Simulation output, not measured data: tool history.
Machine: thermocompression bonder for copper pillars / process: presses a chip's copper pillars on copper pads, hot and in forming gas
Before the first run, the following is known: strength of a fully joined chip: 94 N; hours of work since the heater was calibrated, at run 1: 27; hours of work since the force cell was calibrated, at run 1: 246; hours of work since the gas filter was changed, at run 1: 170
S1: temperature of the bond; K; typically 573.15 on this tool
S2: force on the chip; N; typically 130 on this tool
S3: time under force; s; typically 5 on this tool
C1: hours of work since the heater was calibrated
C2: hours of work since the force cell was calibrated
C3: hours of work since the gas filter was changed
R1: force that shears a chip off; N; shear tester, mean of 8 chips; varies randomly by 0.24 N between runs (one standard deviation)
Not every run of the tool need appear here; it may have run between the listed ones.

| run | hour | S1 | S2 | S3 | C1 | C2 | C3 | R1 |
|---|---|---|---|---|---|---|---|---|
| 1 | 0 | 573.15 | 130 | 5 | 27 | 246 | 170 | 52.2 |
| 2 | 8 | 559.15 | 130 | 5 | 30 | 249 | 173 | 44.9 |
| 3 | 23.2 | 559.15 | 130 | 5 | 36 | 255 | 179 | 44.9 |
| 4 | 32.3 | 573.15 | 130 | 8 | 40 | 259 | 183 | 59.9 |
| 5 | 47.4 | 573.15 | 130 | 8 | 46 | 265 | 189 | 60.4 |
| 6 | 64.4 | 573.15 | 130 | 14 | 52 | 272 | 196 | 69.7 |
| 7 | 80 | 573.15 | 130 | 14 | 59 | 278 | 202 | 69.2 |
| 8 | 94.8 | 573.15 | 130 | 14 | 65 | 284 | 208 | 69.5 |
| 9 | 105.9 | 573.15 | 102 | 5 | 69 | 289 | 212 | 43.5 |
| 10 | 124.7 | 573.15 | 102 | 5 | 77 | 296 | 220 | 43.8 |
| 11 | 137.1 | 573.15 | 102 | 5 | 82 | 301 | 225 | 43.4 |
| 12 | 154.6 | 573.15 | 102 | 5 | 89 | 308 | 232 | 43.5 |
| 13 | 166.4 | 573.15 | 102 | 5 | 93 | 313 | 237 | 43.8 |
| 14 | 177.6 | 597.15 | 130 | 5 | 98 | 317 | 241 | 65.3 |
| 15 | 192.3 | 573.15 | 143 | 5 | 104 | 323 | 247 | 56.5 |
| 16 | 203.3 | 573.15 | 143 | 5 | 108 | 328 | 251 | 56.3 |
| 17 | 220.1 | 573.15 | 143 | 5 | 115 | 334 | 258 | 56.2 |
| 18 | 232.1 | 573.15 | 143 | 5 | 120 | 339 | 263 | 55.7 |
| 19 | 242.8 | 573.15 | 130 | 5 | 124 | 343 | 267 | 52.2 |
| 20 | 251.6 | 573.15 | 130 | 5 | 128 | 347 | 271 | 52.7 |
| 21 | 259.7 | 547.15 | 158 | 10 | 131 | 350 | 274 | 56.1 |
| 22 | 269.3 | 547.15 | 158 | 10 | 135 | 354 | 278 | 56.5 |
| 23 | 288.7 | 571.15 | 85 | 7 | 142 | 362 | 286 | 41.4 |
| 24 | 299 | 574.15 | 90 | 8 | 147 | 366 | 290 | 47.3 |
| 25 | 318 | 573.15 | 130 | 11 | 154 | 374 | 297 | 65.5 |
|  | 320.8 | force cell calibrated |
| 26 | 327.6 | 559.15 | 130 | 7 | 157 | 3 | 301 | 50.9 |
| 27 | 341.3 | 559.15 | 130 | 7 | 163 | 8 | 306 | 50.8 |
| 28 | 359.1 | 551.15 | 115 | 7 | 170 | 15 | 313 | 41.8 |
| 29 | 370.9 | 551.15 | 115 | 7 | 175 | 20 | 318 | 41.5 |
| 30 | 386.2 | 576.15 | 120 | 9 | 181 | 26 | 324 | 61.4 |
| 31 | 394.6 | 576.15 | 120 | 9 | 184 | 30 | 328 | 61.7 |
|  | 403.7 | force cell calibrated, once more |
| 32 | 404 | 573.15 | 99 | 3 | 187 | 0 | 331 | 34.6 |
| 33 | 413.1 | 599.15 | 157 | 8 | 191 | 4 | 334 | 78.4 |
| 34 | 426.3 | 599.15 | 157 | 8 | 196 | 9 | 340 | 78.7 |
| 35 | 442.7 | 599.15 | 157 | 8 | 203 | 16 | 346 | 78.8 |
| 36 | 460.5 | 573.15 | 150 | 4 | 210 | 23 | 353 | 53.7 |
| 37 | 479.5 | 574.15 | 82 | 11 | 218 | 30 | 361 | 48.2 |
| 38 | 492.1 | 574.15 | 82 | 11 | 223 | 35 | 366 | 48.1 |
| 39 | 510.8 | 574.15 | 82 | 11 | 230 | 43 | 373 | 47.8 |

Each row is a separate what-if for the run after 39, all from the same tool condition, not one after another. Results?
|  | 528.1 | forming gas filter changed |
| A | 528.2 | 544.15 | 130 | 5 | 237 | 50 | 0 | ? |
|  | 528.1 | forming gas filter changed |
| B | 528.2 | 574.15 | 124 | 6 | 237 | 50 | 0 | ? |
|  | 528.1 | forming gas filter changed |
| C | 528.2 | 544.15 | 130 | 5 | 237 | 50 | 0 | ? |

| run | R1 |
|---|---|
| A | 37.3 |
| B | 55.4 |
| C | 37.4 |
What these runs would have given with no unlogged condition in the tool:
| run | R1 |
|---|---|
| A | 36.3 |
| B | 54.4 |
| C | 36.4 |
